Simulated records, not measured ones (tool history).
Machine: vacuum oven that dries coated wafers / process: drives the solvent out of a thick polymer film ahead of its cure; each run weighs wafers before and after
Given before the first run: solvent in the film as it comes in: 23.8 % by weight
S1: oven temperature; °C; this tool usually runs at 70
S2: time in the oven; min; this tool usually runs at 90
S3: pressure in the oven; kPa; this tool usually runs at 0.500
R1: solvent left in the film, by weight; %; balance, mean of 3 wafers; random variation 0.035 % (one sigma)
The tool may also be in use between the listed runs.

| run | hour | S1 | S2 | S3 | R1 |
|---|---|---|---|---|---|
| 1 | 0.0 | 70 | 90 | 0.500 | 2.07 |
| 2 | 16.9 | 70 | 90 | 0.500 | 2.04 |
| 3 | 51.6 | 70 | 160 | 0.500 | 0.79 |
| 4 | 86.0 | 70 | 160 | 0.500 | 0.85 |
| 5 | 105.4 | 70 | 90 | 0.500 | 2.00 |
| 6 | 134.3 | 70 | 90 | 0.500 | 2.03 |
| 7 | 168.2 | 70 | 90 | 0.500 | 2.07 |
| 8 | 184.4 | 70 | 90 | 0.500 | 2.09 |
| 9 | 198.9 | 70 | 90 | 0.500 | 2.11 |
| 10 | 222.0 | 70 | 90 | 0.500 | 2.04 |
| 11 | 253.5 | 70 | 90 | 0.933 | 2.51 |
| 12 | 270.2 | 70 | 84 | 0.933 | 2.82 |
| 13 | 291.9 | 70 | 84 | 0.933 | 2.83 |
| 14 | 305.9 | 82 | 90 | 0.500 | 0.47 |
| 15 | 340.6 | 82 | 90 | 0.500 | 0.49 |
| 16 | 360.6 | 70 | 90 | 0.768 | 2.39 |
| 17 | 380.2 | 59 | 90 | 0.768 | 6.80 |
| 18 | 411.5 | 84 | 90 | 0.500 | 0.35 |
| 19 | 436.2 | 84 | 90 | 0.500 | 0.39 |
| 20 | 460.1 | 84 | 90 | 0.500 | 0.42 |
| 21 | 487.2 | 84 | 72 | 0.500 | 0.52 |
| 22 | 510.7 | 70 | 90 | 0.500 | 2.20 |
| 23 | 536.9 | 70 | 90 | 0.500 | 2.23 |
| 24 | 570.2 | 70 | 90 | 0.500 | 2.24 |
| 25 | 594.5 | 81 | 126 | 0.500 | 0.43 |
| 26 | 626.2 | 81 | 126 | 0.500 | 0.46 |
| 27 | 640.7 | 81 | 126 | 0.500 | 0.39 |
| 28 | 666.6 | 81 | 126 | 0.500 | 0.44 |
| 29 | 681.5 | 70 | 63 | 0.864 | 4.45 |
| 30 | 704.7 | 69 | 153 | 0.413 | 0.97 |
| 31 | 730.4 | 70 | 139 | 0.909 | 1.49 |
| 32 | 762.1 | 59 | 91 | 0.353 | 6.60 |
| 33 | 788.5 | 70 | 90 | 1.552 | 3.30 |
|  | 801.9 | oven's thermocouples calibrated |
| 34 | 812.0 | 70 | 90 | 0.610 | 2.07 |
| 35 | 840.5 | 70 | 90 | 1.910 | 3.23 |
| 36 | 859.1 | 56 | 50 | 1.122 | 11.79 |
| 37 | 874.6 | 57 | 89 | 1.122 | 7.93 |
| 38 | 895.2 | 58 | 90 | 0.500 | 6.56 |
| 39 | 916.3 | 58 | 90 | 0.500 | 6.68 |
| 40 | 948.2 | 70 | 62 | 1.370 | 4.41 |
| 41 | 962.3 | 83 | 61 | 0.822 | 0.92 |
| 42 | 984.1 | 75 | 90 | 0.724 | 1.24 |
| 43 | 999.8 | 75 | 90 | 0.724 | 1.25 |
| 44 | 1025.7 | 70 | 66 | 1.068 | 3.88 |
| 45 | 1054.9 | 70 | 66 | 1.068 | 3.89 |
| 46 | 1085.7 | 69 | 76 | 0.500 | 3.05 |

A few steps of R1 between consecutive runs. Split each: what settings, incoming material and random variation would produce without the hidden state, and what is left over for the hidden state, along with gauge scatter present in only one of the two compared results (measured, and without hidden state):
The tool's hidden condition here consists of: true wafer temperature over the reading, C; true pressure over the reading, kPa; drift of the gauge itself on solvent_pct, %.
Run 17 -> 18: S1 59 -> 84, S3 0.768 -> 0.500. R1 -6.45 %: hidden state -0.41, all else -6.04.
Run 28 -> 29: S1 81 -> 70, S2 126 -> 63, S3 0.500 -> 0.864. R1 +4.01 %: hidden state +0.46, all else +3.55.
Run 31 -> 32: S1 70 -> 59, S2 139 -> 91, S3 0.909 -> 0.353. R1 +5.11 %: hidden state +0.47, all else +4.64.
Run 33 -> 34: S3 1.552 -> 0.610, oven's thermocouples calibrated. R1 -1.23 %: hidden state -0.43, all else -0.80.
Run 35 -> 36: S1 70 -> 56, S2 90 -> 50, S3 1.910 -> 1.122. R1 +8.56 %: hidden state -0.01, all else +8.57.
